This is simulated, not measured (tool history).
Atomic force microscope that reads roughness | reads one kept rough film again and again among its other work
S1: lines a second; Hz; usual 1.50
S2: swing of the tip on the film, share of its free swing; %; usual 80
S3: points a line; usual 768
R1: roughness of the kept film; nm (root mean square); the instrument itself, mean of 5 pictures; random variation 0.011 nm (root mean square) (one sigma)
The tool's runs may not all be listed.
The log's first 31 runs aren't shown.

Run 32, day 34.454: usual settings but S2 58 %, S3 599. Result: R1 2.468 nm (root mean square).
Run 33, day 35.733: usual settings but S2 82 %, S3 925. Result: R1 2.156 nm (root mean square).
Run 34, day 37.104: usual settings but S1 2.50 Hz, S3 359. Result: R1 1.935 nm (root mean square).
At day 37.308: new tip fitted.
Run 35, day 37.871: usual settings but S1 2.50 Hz, S3 359. Result: R1 2.230 nm (root mean square).
Run 36, day 39.304: usual settings but S1 2.50 Hz, S3 359. Result: R1 2.211 nm (root mean square).
Run 37, day 40.521: usual settings but S1 1.75 Hz, S2 62 %. Result: R1 2.611 nm (root mean square).
Run 38, day 41.196: usual settings but S1 1.75 Hz, S2 62 %. Result: R1 2.599 nm (root mean square).
Run 39, day 42.508: usual settings but S1 3.36 Hz, S2 59 %, S3 931. Result: R1 2.500 nm (root mean square).

3 ways to go on from here, each from the tool as it stands after run 39. What would each give?
Run A, day 43.212: usual settings but S1 1.49 Hz, S3 556. Result: R1 ?.
Run B, day 43.212: usual settings but S1 1.19 Hz, S2 59 %, S3 931. Result: R1 ?.
Run C, day 43.212: usual settings but S1 2.23 Hz, S3 364. Result: R1 ?.

run     R1
  A  2.312
  B  2.620
  C  2.134
Without the tool's hidden state the same runs would have given:
run     R1
  A  2.552
  B  2.891
  C  2.356
